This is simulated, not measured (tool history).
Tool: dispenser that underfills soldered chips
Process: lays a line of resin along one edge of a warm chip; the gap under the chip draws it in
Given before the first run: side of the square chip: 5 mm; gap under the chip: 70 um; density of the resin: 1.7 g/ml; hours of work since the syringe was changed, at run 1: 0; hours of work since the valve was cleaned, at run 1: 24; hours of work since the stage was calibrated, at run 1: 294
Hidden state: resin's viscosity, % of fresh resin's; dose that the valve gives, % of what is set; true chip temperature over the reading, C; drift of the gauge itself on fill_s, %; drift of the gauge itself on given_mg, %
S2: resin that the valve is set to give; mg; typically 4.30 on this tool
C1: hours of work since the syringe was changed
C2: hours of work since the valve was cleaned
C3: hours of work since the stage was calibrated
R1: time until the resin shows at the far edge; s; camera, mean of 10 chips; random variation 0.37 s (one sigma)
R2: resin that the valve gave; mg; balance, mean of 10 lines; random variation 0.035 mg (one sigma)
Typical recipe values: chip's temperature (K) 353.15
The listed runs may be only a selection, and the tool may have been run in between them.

{"run": 1, "day": 0.0, "chip's temperature (K)": 353.15, "S2": 4.3, "C1": 0, "C2": 24, "C3": 294, "R1": 22.0, "R2": 4.24}
{"run": 2, "day": 0.358, "chip's temperature (K)": 353.15, "S2": 4.3, "C1": 7, "C2": 30, "C3": 300, "R1": 27.5, "R2": 4.26}
{"day": 0.454, "done": "new syringe of resin"}
{"run": 3, "day": 0.762, "chip's temperature (K)": 353.15, "S2": 5.29, "C1": 6, "C2": 37, "C3": 307, "R1": 25.8, "R2": 5.08}
{"day": 0.912, "done": "new syringe of resin"}
{"run": 4, "day": 1.042, "chip's temperature (K)": 353.15, "S2": 5.29, "C1": 2, "C2": 42, "C3": 312, "R1": 23.1, "R2": 5.15}
{"day": 1.379, "done": "new syringe of resin"}
{"run": 5, "day": 1.392, "chip's temperature (K)": 353.15, "S2": 4.3, "C1": 0, "C2": 48, "C3": 318, "R1": 21.6, "R2": 4.13}
{"run": 6, "day": 1.738, "chip's temperature (K)": 353.15, "S2": 4.3, "C1": 6, "C2": 54, "C3": 324, "R1": 27.8, "R2": 4.12}
{"day": 1.846, "done": "new syringe of resin"}
{"run": 7, "day": 2.038, "chip's temperature (K)": 353.15, "S2": 4.3, "C1": 3, "C2": 59, "C3": 330, "R1": 24.9, "R2": 4.1}
{"run": 8, "day": 2.271, "chip's temperature (K)": 353.15, "S2": 4.3, "C1": 8, "C2": 64, "C3": 334, "R1": 28.5, "R2": 4.14}
{"day": 2.321, "done": "new syringe of resin"}
{"run": 9, "day": 2.638, "chip's temperature (K)": 353.15, "S2": 4.3, "C1": 6, "C2": 70, "C3": 340, "R1": 27.6, "R2": 4.07}
{"day": 2.8, "done": "new syringe of resin"}
{"run": 10, "day": 2.896, "chip's temperature (K)": 353.15, "S2": 4.3, "C1": 2, "C2": 74, "C3": 345, "R1": 24.0, "R2": 4.06}
{"run": 11, "day": 3.229, "chip's temperature (K)": 346.15, "S2": 4.3, "C1": 8, "C2": 80, "C3": 351, "R1": 39.0, "R2": 4.04}
{"day": 3.271, "done": "new syringe of resin"}
{"run": 12, "day": 3.479, "chip's temperature (K)": 353.15, "S2": 5.26, "C1": 4, "C2": 85, "C3": 355, "R1": 24.8, "R2": 4.85}
{"day": 3.733, "done": "new syringe of resin"}
{"run": 13, "day": 3.9, "chip's temperature (K)": 353.15, "S2": 5.26, "C1": 3, "C2": 92, "C3": 362, "R1": 24.2, "R2": 4.88}
{"run": 14, "day": 4.125, "chip's temperature (K)": 353.15, "S2": 5.26, "C1": 7, "C2": 96, "C3": 366, "R1": 28.3, "R2": 4.86}
{"day": 4.2, "done": "new syringe of resin"}
{"run": 15, "day": 4.392, "chip's temperature (K)": 353.15, "S2": 5.26, "C1": 3, "C2": 101, "C3": 371, "R1": 22.8, "R2": 4.83}
{"day": 4.654, "done": "new syringe of resin"}
{"run": 16, "day": 4.75, "chip's temperature (K)": 353.15, "S2": 5.53, "C1": 2, "C2": 107, "C3": 377, "R1": 22.7, "R2": 5.07}
{"day": 5.104, "done": "new syringe of resin"}
{"run": 17, "day": 5.183, "chip's temperature (K)": 353.15, "S2": 4.29, "C1": 1, "C2": 114, "C3": 385, "R1": 22.4, "R2": 3.89}
{"day": 5.579, "done": "new syringe of resin"}
{"run": 18, "day": 5.621, "chip's temperature (K)": 353.15, "S2": 4.29, "C1": 1, "C2": 122, "C3": 392, "R1": 23.2, "R2": 3.9}
{"run": 19, "day": 5.883, "chip's temperature (K)": 366.15, "S2": 4.18, "C1": 5, "C2": 127, "C3": 397, "R1": 15.8, "R2": 3.79}
{"day": 6.067, "done": "new syringe of resin"}
{"run": 20, "day": 6.1, "chip's temperature (K)": 341.15, "S2": 4.3, "C1": 1, "C2": 130, "C3": 401, "R1": 39.2, "R2": 3.87}
{"day": 6.542, "done": "new syringe of resin"}
{"run": 21, "day": 6.583, "chip's temperature (K)": 352.15, "S2": 4.3, "C1": 1, "C2": 139, "C3": 409, "R1": 24.1, "R2": 3.81}
{"day": 6.804, "done": "dispensing valve cleaned and set on the balance"}
{"day": 7.038, "done": "new syringe of resin"}
{"run": 22, "day": 7.079, "chip's temperature (K)": 344.15, "S2": 5.27, "C1": 1, "C2": 5, "C3": 417, "R1": 32.4, "R2": 5.21}
{"run": 23, "day": 7.446, "chip's temperature (K)": 344.15, "S2": 5.27, "C1": 7, "C2": 11, "C3": 424, "R1": 42.3, "R2": 5.2}
{"day": 7.496, "done": "new syringe of resin"}
{"run": 24, "day": 7.729, "chip's temperature (K)": 359.15, "S2": 5.53, "C1": 4, "C2": 16, "C3": 428, "R1": 18.8, "R2": 5.44}
{"day": 7.95, "done": "new syringe of resin"}
{"run": 25, "day": 8.012, "chip's temperature (K)": 359.15, "S2": 5.53, "C1": 1, "C2": 21, "C3": 433, "R1": 17.6, "R2": 5.41}
{"day": 8.4, "done": "new syringe of resin"}
{"run": 26, "day": 8.433, "chip's temperature (K)": 349.15, "S2": 4.3, "C1": 1, "C2": 28, "C3": 441, "R1": 25.5, "R2": 4.16}
{"run": 27, "day": 8.758, "chip's temperature (K)": 354.15, "S2": 4.3, "C1": 6, "C2": 34, "C3": 446, "R1": 26.2, "R2": 4.19}
{"day": 8.854, "done": "new syringe of resin"}
{"run": 28, "day": 9.021, "chip's temperature (K)": 342.15, "S2": 4.22, "C1": 3, "C2": 39, "C3": 451, "R1": 38.5, "R2": 4.14}
{"run": 29, "day": 9.212, "chip's temperature (K)": 353.15, "S2": 3.84, "C1": 6, "C2": 42, "C3": 454, "R1": 28.1, "R2": 3.67}
{"day": 9.317, "done": "new syringe of resin"}
{"run": 30, "day": 9.471, "chip's temperature (K)": 353.15, "S2": 3.84, "C1": 3, "C2": 47, "C3": 459, "R1": 24.4, "R2": 3.72}
{"day": 9.771, "done": "new syringe of resin"}
{"run": 31, "day": 9.95, "chip's temperature (K)": 362.15, "S2": 4.7, "C1": 3, "C2": 55, "C3": 467, "R1": 17.3, "R2": 4.55}
{"day": 10.246, "done": "new syringe of resin"}
{"run": 32, "day": 10.375, "chip's temperature (K)": 358.15, "S2": 5.45, "C1": 2, "C2": 62, "C3": 475, "R1": 18.3, "R2": 5.12}
{"run": 33, "day": 10.588, "chip's temperature (K)": 361.15, "S2": 5.55, "C1": 6, "C2": 66, "C3": 478, "R1": 18.1, "R2": 5.25}
{"day": 10.696, "done": "new syringe of resin"}
{"run": 34, "day": 11.058, "chip's temperature (K)": 361.15, "S2": 4.27, "C1": 7, "C2": 74, "C3": 487, "R1": 20.3, "R2": 4.01}

Each row is a separate what-if for the run after 34, all from the same tool condition, not one after another. Results?
{"day": 11.15, "done": "new syringe of resin"}
{"run": "A", "day": 11.383, "chip's temperature (K)": 355.15, "S2": 5.5, "C1": 4, "C2": 80, "C3": 492, "R1": "?", "R2": "?"}
{"day": 11.15, "done": "new syringe of resin"}
{"run": "B", "day": 11.383, "chip's temperature (K)": 353.15, "S2": 4.66, "C1": 4, "C2": 80, "C3": 492, "R1": "?", "R2": "?"}
{"day": 11.15, "done": "new syringe of resin"}
{"run": "C", "day": 11.383, "chip's temperature (K)": 341.15, "S2": 4.92, "C1": 4, "C2": 80, "C3": 492, "R1": "?", "R2": "?"}
{"day": 11.15, "done": "new syringe of resin"}
{"run": "D", "day": 11.383, "chip's temperature (K)": 364.15, "S2": 4.33, "C1": 4, "C2": 80, "C3": 492, "R1": "?", "R2": "?"}

run=A R1=22.4 R2=5.14
run=B R1=24.8 R2=4.32
run=C R1=41.6 R2=4.62
run=D R1=16.1 R2=4.04
What these runs would have given with no unlogged condition in the tool:
run=A R1=19.8 R2=5.50
run=B R1=21.8 R2=4.62
run=C R1=36.8 R2=4.94
run=D R1=14.1 R2=4.32

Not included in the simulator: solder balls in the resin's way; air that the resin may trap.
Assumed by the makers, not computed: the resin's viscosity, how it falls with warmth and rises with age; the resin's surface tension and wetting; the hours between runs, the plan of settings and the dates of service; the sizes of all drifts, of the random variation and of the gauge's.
